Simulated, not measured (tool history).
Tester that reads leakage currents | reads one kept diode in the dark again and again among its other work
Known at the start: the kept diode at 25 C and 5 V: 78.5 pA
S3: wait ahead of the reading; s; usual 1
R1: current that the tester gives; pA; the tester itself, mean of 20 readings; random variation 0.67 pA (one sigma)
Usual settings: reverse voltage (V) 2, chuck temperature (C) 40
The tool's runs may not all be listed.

{"run": 1, "hour": 0.0, "reverse voltage (V)": 2, "chuck temperature (C)": 40, "S3": 1, "R1": 221.79}
{"run": 2, "hour": 239.0, "reverse voltage (V)": 2, "chuck temperature (C)": 40, "S3": 0.54, "R1": 226.15}
{"run": 3, "hour": 519.2, "reverse voltage (V)": 14.76, "chuck temperature (C)": 40, "S3": 0.54, "R1": 498.29}
{"run": 4, "hour": 708.4, "reverse voltage (V)": 2, "chuck temperature (C)": 40, "S3": 1, "R1": 233.27}
{"run": 5, "hour": 921.8, "reverse voltage (V)": 2, "chuck temperature (C)": 40, "S3": 1, "R1": 236.67}
{"run": 6, "hour": 1107.0, "reverse voltage (V)": 2, "chuck temperature (C)": 40, "S3": 1, "R1": 242.07}
{"run": 7, "hour": 1378.5, "reverse voltage (V)": 2, "chuck temperature (C)": 40, "S3": 1, "R1": 246.36}
{"run": 8, "hour": 1629.2, "reverse voltage (V)": 2, "chuck temperature (C)": 40, "S3": 1, "R1": 251.53}
{"run": 9, "hour": 1758.0, "reverse voltage (V)": 2, "chuck temperature (C)": 43, "S3": 1, "R1": 328.91}
{"run": 10, "hour": 2002.4, "reverse voltage (V)": 15.58, "chuck temperature (C)": 32, "S3": 0.39, "R1": 260.39}
{"run": 11, "hour": 2196.0, "reverse voltage (V)": 15.58, "chuck temperature (C)": 32, "S3": 0.39, "R1": 262.27}
{"run": 12, "hour": 2350.7, "reverse voltage (V)": 1.48, "chuck temperature (C)": 32, "S3": 0.4, "R1": 102.52}
{"run": 13, "hour": 2628.4, "reverse voltage (V)": 1.48, "chuck temperature (C)": 32, "S3": 0.4, "R1": 105.51}
{"run": 14, "hour": 2812.9, "reverse voltage (V)": 4.05, "chuck temperature (C)": 53, "S3": 0.4, "R1": 926.04}

Taken out of this log: 2 entries between the listed runs. Where each belongs, and how the hidden state differs across it:
Between runs 9 and 10: chuck's temperature calibrated (hour 1831.2)
  stray current of the dirty probe card, pA a volt: 0.699 -> 0.763; current scale over the true one, %: -0.96 -> -1; true chuck temperature over the reading, C: 1.45 -> 0.18
  measured less the result without the state, R1: +36.86 -> +12.86 pA
Between runs 10 and 11: tester calibrated (hour 2026.8)
  stray current of the dirty probe card, pA a volt: 0.763 -> 0.812; current scale over the true one, %: -1 -> -1.49; true chuck temperature over the reading, C: 0.18 -> 0.34
  measured less the result without the state, R1: +12.86 -> +15.76 pA
